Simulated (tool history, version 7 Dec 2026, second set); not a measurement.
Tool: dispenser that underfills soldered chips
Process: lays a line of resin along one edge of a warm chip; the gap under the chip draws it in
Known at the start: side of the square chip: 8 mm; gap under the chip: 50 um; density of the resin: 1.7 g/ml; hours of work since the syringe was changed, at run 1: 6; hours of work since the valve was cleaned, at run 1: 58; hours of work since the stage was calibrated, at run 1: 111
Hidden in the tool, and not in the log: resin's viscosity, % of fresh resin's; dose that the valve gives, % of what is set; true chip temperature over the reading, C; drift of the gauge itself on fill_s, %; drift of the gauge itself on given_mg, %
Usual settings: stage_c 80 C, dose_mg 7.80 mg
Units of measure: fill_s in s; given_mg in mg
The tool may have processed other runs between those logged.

| run | hour | stage_c | dose_mg | hours of work since the syringe was changed | hours of work since the valve was cleaned | hours of work since the stage was calibrated | fill_s | given_mg |
|---|---|---|---|---|---|---|---|---|
| 1 | 0.0 | 80 | 7.80 | 6 | 58 | 111 | 69.5 | 7.55 |
|  | 4.2 | new syringe of resin |
| 2 | 4.9 | 78 | 7.80 | 0 | 61 | 114 | 46.7 | 7.54 |
| 3 | 9.1 | 78 | 7.80 | 3 | 63 | 117 | 59.4 | 7.49 |
| 4 | 16.0 | 78 | 7.80 | 8 | 68 | 121 | 87.2 | 7.43 |
|  | 18.0 | new syringe of resin |
| 5 | 22.0 | 78 | 7.80 | 3 | 72 | 125 | 55.9 | 7.45 |
| 6 | 26.4 | 78 | 7.80 | 6 | 75 | 128 | 71.7 | 7.49 |
|  | 32.0 | new syringe of resin |
| 7 | 32.2 | 78 | 7.80 | 0 | 79 | 132 | 45.9 | 7.49 |
| 8 | 35.5 | 66 | 7.80 | 2 | 81 | 134 | 88.2 | 7.45 |
| 9 | 38.6 | 80 | 6.63 | 4 | 83 | 136 | 61.5 | 6.32 |
|  | 45.7 | new syringe of resin |
| 10 | 46.3 | 80 | 9.45 | 0 | 88 | 141 | 41.4 | 9.02 |
|  | 50.3 | dispensing valve cleaned and set on the balance |
| 11 | 53.9 | 86 | 8.42 | 5 | 2 | 146 | 47.6 | 8.38 |
| 12 | 57.3 | 86 | 8.42 | 7 | 5 | 148 | 57.5 | 8.39 |
|  | 60.9 | new syringe of resin |
| 13 | 61.7 | 86 | 8.42 | 1 | 7 | 151 | 34.5 | 8.42 |
| 14 | 68.3 | 82 | 9.54 | 5 | 12 | 155 | 56.0 | 9.52 |
| 15 | 71.4 | 67 | 7.51 | 7 | 14 | 157 | 125.4 | 7.44 |
|  | 74.6 | new syringe of resin |
| 16 | 75.1 | 67 | 7.51 | 0 | 16 | 159 | 72.5 | 7.51 |
| 17 | 81.2 | 71 | 7.80 | 4 | 20 | 163 | 85.3 | 7.73 |
| 18 | 86.9 | 94 | 8.88 | 8 | 24 | 167 | 47.1 | 8.78 |

Each row is a separate what-if for the run after 18, all from the same tool condition, not one after another. Results?
|  | 88.8 | new syringe of resin |
| A | 92.4 | 80 | 7.38 | 2 | 28 | 171 | ? | ? |
|  | 88.8 | new syringe of resin |
| B | 92.4 | 75 | 7.04 | 2 | 28 | 171 | ? | ? |
|  | 88.8 | new syringe of resin |
| C | 92.4 | 89 | 7.61 | 2 | 28 | 171 | ? | ? |
|  | 88.8 | new syringe of resin |
| D | 92.4 | 94 | 7.57 | 2 | 28 | 171 | ? | ? |
|  | 88.8 | new syringe of resin |
| E | 92.4 | 72 | 8.07 | 2 | 28 | 171 | ? | ? |

| run | fill_s | given_mg |
|---|---|---|
| A | 52.1 | 7.31 |
| B | 64.0 | 6.92 |
| C | 37.0 | 7.50 |
| D | 30.6 | 7.49 |
| E | 71.2 | 7.94 |
Stripped of hidden state, with their random variation kept, the same runs would have yielded:
| run | fill_s | given_mg |
|---|---|---|
| A | 40.5 | 7.42 |
| B | 49.8 | 7.02 |
| C | 28.9 | 7.61 |
| D | 24.0 | 7.60 |
| E | 55.6 | 8.05 |
